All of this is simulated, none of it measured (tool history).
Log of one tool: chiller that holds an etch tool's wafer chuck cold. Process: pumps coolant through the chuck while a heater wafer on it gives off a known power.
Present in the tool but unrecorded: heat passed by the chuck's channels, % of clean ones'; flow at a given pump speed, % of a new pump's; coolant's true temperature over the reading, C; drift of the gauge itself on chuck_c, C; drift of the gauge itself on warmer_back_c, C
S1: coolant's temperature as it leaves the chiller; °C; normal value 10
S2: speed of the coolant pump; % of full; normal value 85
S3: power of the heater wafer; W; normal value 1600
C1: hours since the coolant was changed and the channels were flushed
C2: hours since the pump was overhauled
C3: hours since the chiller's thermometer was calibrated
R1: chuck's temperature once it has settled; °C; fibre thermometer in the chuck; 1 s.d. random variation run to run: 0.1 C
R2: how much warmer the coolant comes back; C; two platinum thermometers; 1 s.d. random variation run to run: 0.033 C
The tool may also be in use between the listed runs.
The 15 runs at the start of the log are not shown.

run 16 hour=1127.3 | S1=10 S2=85 S3=1600 | C1=4455 C2=1973 C3=5289 | R1=21.1 R2=4.81
run 17 hour=1226.3 | S1=8 S2=70 S3=1600 | C1=4554 C2=2072 C3=5388 | R1=21.0 R2=5.82
run 18 hour=1319.5 | S1=18 S2=70 S3=1460 | C1=4648 C2=2165 C3=5482 | R1=30.0 R2=5.37
-- hour=1364.8 chiller's thermometer calibrated
run 19 hour=1383.4 | S1=18 S2=61 S3=2083 | C1=4711 C2=2228 C3=19 | R1=37.2 R2=8.83
run 20 hour=1474.7 | S1=16 S2=84 S3=1600 | C1=4802 C2=2319 C3=110 | R1=27.2 R2=4.77
run 21 hour=1557.5 | S1=15 S2=71 S3=1209 | C1=4885 C2=2402 C3=193 | R1=25.0 R2=4.34
run 22 hour=1625.1 | S1=15 S2=82 S3=1406 | C1=4952 C2=2470 C3=260 | R1=25.2 R2=4.39
run 23 hour=1667.1 | S1=6 S2=94 S3=1431 | C1=4994 C2=2512 C3=302 | R1=15.0 R2=3.87
run 24 hour=1721.7 | S1=6 S2=94 S3=1431 | C1=5049 C2=2566 C3=357 | R1=15.3 R2=3.87
run 25 hour=1774.1 | S1=6 S2=91 S3=1354 | C1=5101 C2=2619 C3=409 | R1=14.8 R2=3.77
run 26 hour=1858.3 | S1=6 S2=91 S3=1354 | C1=5185 C2=2703 C3=494 | R1=14.9 R2=3.79
run 27 hour=1953.9 | S1=10 S2=95 S3=1692 | C1=5281 C2=2799 C3=589 | R1=20.7 R2=4.51
run 28 hour=1995.9 | S1=17 S2=82 S3=1977 | C1=5323 C2=2841 C3=631 | R1=31.1 R2=6.18
run 29 hour=2085.8 | S1=3 S2=85 S3=831 | C1=5413 C2=2931 C3=721 | R1=8.7 R2=2.51
run 30 hour=2167.8 | S1=8 S2=87 S3=1600 | C1=5495 C2=3013 C3=803 | R1=18.9 R2=4.69
run 31 hour=2263.8 | S1=8 S2=87 S3=1600 | C1=5591 C2=3109 C3=899 | R1=18.9 R2=4.72

Consider 3 possible next runs. They are alternatives, not a sequence: every one starts from the tool as it was left by run 31. What does each give?
run A hour=2367.5 | S1=8 S2=85 S3=1600 | C1=5695 C2=3212 C3=1003 | R1=? R2=?
run B hour=2367.5 | S1=7 S2=85 S3=1600 | C1=5695 C2=3212 C3=1003 | R1=? R2=?
run C hour=2367.5 | S1=3 S2=62 S3=1603 | C1=5695 C2=3212 C3=1003 | R1=? R2=?

run=A R1=19.2 R2=4.82
run=B R1=18.0 R2=4.74
run=C R1=17.7 R2=6.70
With the hidden condition removed and each run's random variation left untouched, the same runs would have given:
run=A R1=19.2 R2=4.82
run=B R1=18.0 R2=4.74
run=C R1=17.7 R2=6.70

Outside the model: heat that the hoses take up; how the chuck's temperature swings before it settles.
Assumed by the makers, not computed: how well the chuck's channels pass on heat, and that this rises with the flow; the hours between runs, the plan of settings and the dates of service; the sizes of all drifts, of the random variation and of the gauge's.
